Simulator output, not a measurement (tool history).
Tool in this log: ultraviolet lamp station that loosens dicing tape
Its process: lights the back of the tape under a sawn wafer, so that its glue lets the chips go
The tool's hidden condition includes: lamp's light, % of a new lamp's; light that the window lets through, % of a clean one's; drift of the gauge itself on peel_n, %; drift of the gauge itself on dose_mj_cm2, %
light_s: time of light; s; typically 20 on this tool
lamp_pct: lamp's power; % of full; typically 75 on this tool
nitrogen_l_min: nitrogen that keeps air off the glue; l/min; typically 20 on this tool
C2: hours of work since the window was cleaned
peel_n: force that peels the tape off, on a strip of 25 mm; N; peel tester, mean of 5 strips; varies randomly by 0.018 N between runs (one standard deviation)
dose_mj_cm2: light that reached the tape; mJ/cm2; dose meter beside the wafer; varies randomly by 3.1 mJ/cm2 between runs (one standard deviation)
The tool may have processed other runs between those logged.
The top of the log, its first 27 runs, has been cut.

{"run": 28, "hour": 1526.8, "light_s": 15, "lamp_pct": 62, "nitrogen_l_min": 22, "hours of work of the lamp": 1217, "C2": 72, "peel_n": 2.991, "dose_mj_cm2": 194}
{"hour": 1570.2, "done": "lamp changed"}
{"run": 29, "hour": 1582.9, "light_s": 20, "lamp_pct": 78, "nitrogen_l_min": 20, "hours of work of the lamp": 8, "C2": 107, "peel_n": 0.997, "dose_mj_cm2": 434}
{"run": 30, "hour": 1654.7, "light_s": 20, "lamp_pct": 78, "nitrogen_l_min": 20, "hours of work of the lamp": 53, "C2": 152, "peel_n": 1.055, "dose_mj_cm2": 421}
{"run": 31, "hour": 1706.1, "light_s": 20, "lamp_pct": 78, "nitrogen_l_min": 20, "hours of work of the lamp": 85, "C2": 184, "peel_n": 1.062, "dose_mj_cm2": 405}
{"hour": 1749.0, "done": "window cleaned of glue's vapour"}
{"run": 32, "hour": 1754.4, "light_s": 20, "lamp_pct": 78, "nitrogen_l_min": 20, "hours of work of the lamp": 115, "C2": 3, "peel_n": 0.905, "dose_mj_cm2": 460}
{"run": 33, "hour": 1798.1, "light_s": 19, "lamp_pct": 67, "nitrogen_l_min": 8, "hours of work of the lamp": 143, "C2": 31, "peel_n": 1.896, "dose_mj_cm2": 363}
{"run": 34, "hour": 1867.5, "light_s": 15, "lamp_pct": 85, "nitrogen_l_min": 9, "hours of work of the lamp": 186, "C2": 74, "peel_n": 1.867, "dose_mj_cm2": 351}
{"run": 35, "hour": 1899.1, "light_s": 15, "lamp_pct": 85, "nitrogen_l_min": 23, "hours of work of the lamp": 206, "C2": 94, "peel_n": 1.449, "dose_mj_cm2": 347}
{"run": 36, "hour": 1947.3, "light_s": 15, "lamp_pct": 85, "nitrogen_l_min": 23, "hours of work of the lamp": 237, "C2": 125, "peel_n": 1.51, "dose_mj_cm2": 331}
{"run": 37, "hour": 2005.0, "light_s": 36, "lamp_pct": 81, "nitrogen_l_min": 10, "hours of work of the lamp": 273, "C2": 161, "peel_n": 0.401, "dose_mj_cm2": 738}
{"run": 38, "hour": 2051.8, "light_s": 36, "lamp_pct": 96, "nitrogen_l_min": 10, "hours of work of the lamp": 302, "C2": 190, "peel_n": 0.278, "dose_mj_cm2": 846}
{"hour": 2084.4, "done": "window cleaned of glue's vapour"}
{"run": 39, "hour": 2107.0, "light_s": 36, "lamp_pct": 68, "nitrogen_l_min": 25, "hours of work of the lamp": 336, "C2": 14, "peel_n": 0.333, "dose_mj_cm2": 676}
{"run": 40, "hour": 2151.4, "light_s": 36, "lamp_pct": 67, "nitrogen_l_min": 15, "hours of work of the lamp": 364, "C2": 42, "peel_n": 0.457, "dose_mj_cm2": 643}
{"run": 41, "hour": 2230.0, "light_s": 36, "lamp_pct": 67, "nitrogen_l_min": 15, "hours of work of the lamp": 414, "C2": 91, "peel_n": 0.507, "dose_mj_cm2": 621}

Below are 5 alternative next runs, each starting from the tool's condition after run 41. Predict each:
{"run": "A", "hour": 2285.9, "light_s": 18, "lamp_pct": 78, "nitrogen_l_min": 25, "hours of work of the lamp": 449, "C2": 127, "peel_n": "?", "dose_mj_cm2": "?"}
{"run": "B", "hour": 2285.9, "light_s": 20, "lamp_pct": 85, "nitrogen_l_min": 20, "hours of work of the lamp": 449, "C2": 127, "peel_n": "?", "dose_mj_cm2": "?"}
{"run": "C", "hour": 2285.9, "light_s": 13, "lamp_pct": 61, "nitrogen_l_min": 12, "hours of work of the lamp": 449, "C2": 127, "peel_n": "?", "dose_mj_cm2": "?"}
{"run": "D", "hour": 2285.9, "light_s": 11, "lamp_pct": 92, "nitrogen_l_min": 22, "hours of work of the lamp": 449, "C2": 127, "peel_n": "?", "dose_mj_cm2": "?"}
{"run": "E", "hour": 2285.9, "light_s": 26, "lamp_pct": 83, "nitrogen_l_min": 6, "hours of work of the lamp": 449, "C2": 127, "peel_n": "?", "dose_mj_cm2": "?"}

run=A peel_n=1.343 dose_mj_cm2=345
run=B peel_n=1.060 dose_mj_cm2=419
run=C peel_n=3.227 dose_mj_cm2=193
run=D peel_n=2.358 dose_mj_cm2=247
run=E peel_n=1.093 dose_mj_cm2=535
The same runs, with their run-to-run variation unchanged, on a tool lacking any hidden condition would have given:
run=A peel_n=0.891 dose_mj_cm2=430
run=B peel_n=0.668 dose_mj_cm2=523
run=C peel_n=2.612 dose_mj_cm2=241
run=D peel_n=1.746 dose_mj_cm2=308
run=E peel_n=0.697 dose_mj_cm2=668

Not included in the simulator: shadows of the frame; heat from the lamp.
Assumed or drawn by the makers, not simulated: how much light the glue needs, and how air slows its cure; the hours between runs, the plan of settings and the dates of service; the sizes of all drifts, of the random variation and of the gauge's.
